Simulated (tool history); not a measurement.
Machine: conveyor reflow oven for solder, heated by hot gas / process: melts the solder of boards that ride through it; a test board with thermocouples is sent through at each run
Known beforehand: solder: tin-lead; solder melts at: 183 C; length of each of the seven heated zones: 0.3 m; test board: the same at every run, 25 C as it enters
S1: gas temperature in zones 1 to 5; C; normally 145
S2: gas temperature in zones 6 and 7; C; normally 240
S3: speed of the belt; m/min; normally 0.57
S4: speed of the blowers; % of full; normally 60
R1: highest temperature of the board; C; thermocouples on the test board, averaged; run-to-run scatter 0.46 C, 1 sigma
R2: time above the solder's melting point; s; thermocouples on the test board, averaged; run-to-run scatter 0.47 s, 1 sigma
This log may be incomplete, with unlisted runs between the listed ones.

Run 1, day 0: usual settings. Result: R1 218.5 C, R2 50 s.
Run 2, day 1.1: usual settings. Result: R1 218.5 C, R2 49.1 s.
Run 3, day 2.129: usual settings. Result: R1 217.1 C, R2 49.8 s.
Run 4, day 3.117: usual settings. Result: R1 217.6 C, R2 49.8 s.
Run 5, day 3.717: usual settings but S3 0.477 m/min. Result: R1 223.1 C, R2 64 s.
Run 6, day 4.846: usual settings but S2 250 C. Result: R1 226.1 C, R2 54.2 s.
Run 7, day 5.954: usual settings but S2 250 C. Result: R1 225.6 C, R2 54.3 s.
Run 8, day 6.738: usual settings but S2 250 C. Result: R1 225.3 C, R2 54.2 s.
Run 9, day 7.462: usual settings but S2 246 C. Result: R1 222.2 C, R2 51.8 s.
Run 10, day 7.971: usual settings but S3 0.492 m/min. Result: R1 222 C, R2 59.6 s.
Run 11, day 8.596: usual settings but S3 0.492 m/min. Result: R1 221.3 C, R2 61.1 s.
Run 12, day 9.717: usual settings. Result: R1 216.7 C, R2 48.4 s.
Run 13, day 10.846: usual settings. Result: R1 216.6 C, R2 47.5 s.
Run 14, day 11.479: usual settings. Result: R1 215 C, R2 48.6 s.
Run 15, day 12.129: usual settings but S4 67 % of full. Result: R1 218.3 C, R2 49.8 s.
Run 16, day 12.754: usual settings but S4 67 % of full. Result: R1 218.4 C, R2 49.9 s.
At day 12.996: belt drive overhauled, speed set with a stopwatch.
Run 17, day 13.438: usual settings but S4 67 % of full. Result: R1 218.4 C, R2 50.1 s.
Run 18, day 13.958: usual settings but S2 246 C, S3 0.636 m/min, S4 67 % of full. Result: R1 219.2 C, R2 44.3 s.
Run 19, day 15.079: usual settings but S2 246 C, S3 0.636 m/min, S4 67 % of full. Result: R1 218.8 C, R2 44.8 s.
At day 15.808: belt drive overhauled, speed set with a stopwatch, once more.
Run 20, day 16.267: usual settings but S2 238 C, S3 0.62 m/min, S4 56 % of full. Result: R1 206.6 C, R2 37.5 s.
Run 21, day 17.304: usual settings but S1 152 C, S2 242 C, S3 0.532 m/min, S4 53 % of full. Result: R1 217 C, R2 55.2 s.
Run 22, day 18.425: usual settings but S1 136 C, S2 228 C, S4 59 % of full. Result: R1 202.4 C, R2 31.7 s.
Run 23, day 19.333: usual settings but S2 249 C, S3 0.64 m/min, S4 59 % of full. Result: R1 215.4 C, R2 41.5 s.
Run 24, day 20.383: usual settings but S1 130 C, S2 241 C, S3 0.517 m/min. Result: R1 214.5 C, R2 47.1 s.
Run 25, day 21.408: usual settings but S2 230 C, S4 58 % of full. Result: R1 204.5 C, R2 37.5 s.
Run 26, day 22.354: usual settings but S2 230 C, S4 58 % of full. Result: R1 205.1 C, R2 37.1 s.
Run 27, day 22.925: usual settings but S2 230 C, S4 58 % of full. Result: R1 204.6 C, R2 38.2 s.
At day 23.667: flux residue cleaned out of gas plates and filters.
Run 28, day 24.075: usual settings but S1 149 C, S3 0.56 m/min, S4 61 % of full. Result: R1 219.8 C, R2 52.6 s.
Run 29, day 25.129: usual settings but S1 149 C, S3 0.56 m/min, S4 77 % of full. Result: R1 224.4 C, R2 55.7 s.
Run 30, day 25.625: usual settings but S1 149 C, S3 0.56 m/min, S4 77 % of full. Result: R1 224.5 C, R2 56 s.
Run 31, day 26.112: usual settings but S1 134 C, S2 239 C, S3 0.499 m/min, S4 61 % of full. Result: R1 218.6 C, R2 53.7 s.

Branching from run 31: 3 alternative next runs. What would each branch give?
Run A, day 27.175: usual settings but S2 239 C, S4 76 % of full. Result: R1 ?, R2 ?.
Run B, day 27.175: usual settings but S1 134 C, S2 231 C, S3 0.499 m/min, S4 61 % of full. Result: R1 ?, R2 ?.
Run C, day 27.175: usual settings but S1 136 C, S4 86 % of full. Result: R1 ?, R2 ?.

run     R1    R2
  A  220.9  52.9
  B    212    49
  C  223.1  51.1
Stripped of hidden state, with their random variation kept, the same runs would have yielded:
run     R1    R2
  A  223.5  54.1
  B  214.4  50.9
  C  225.8  52.4
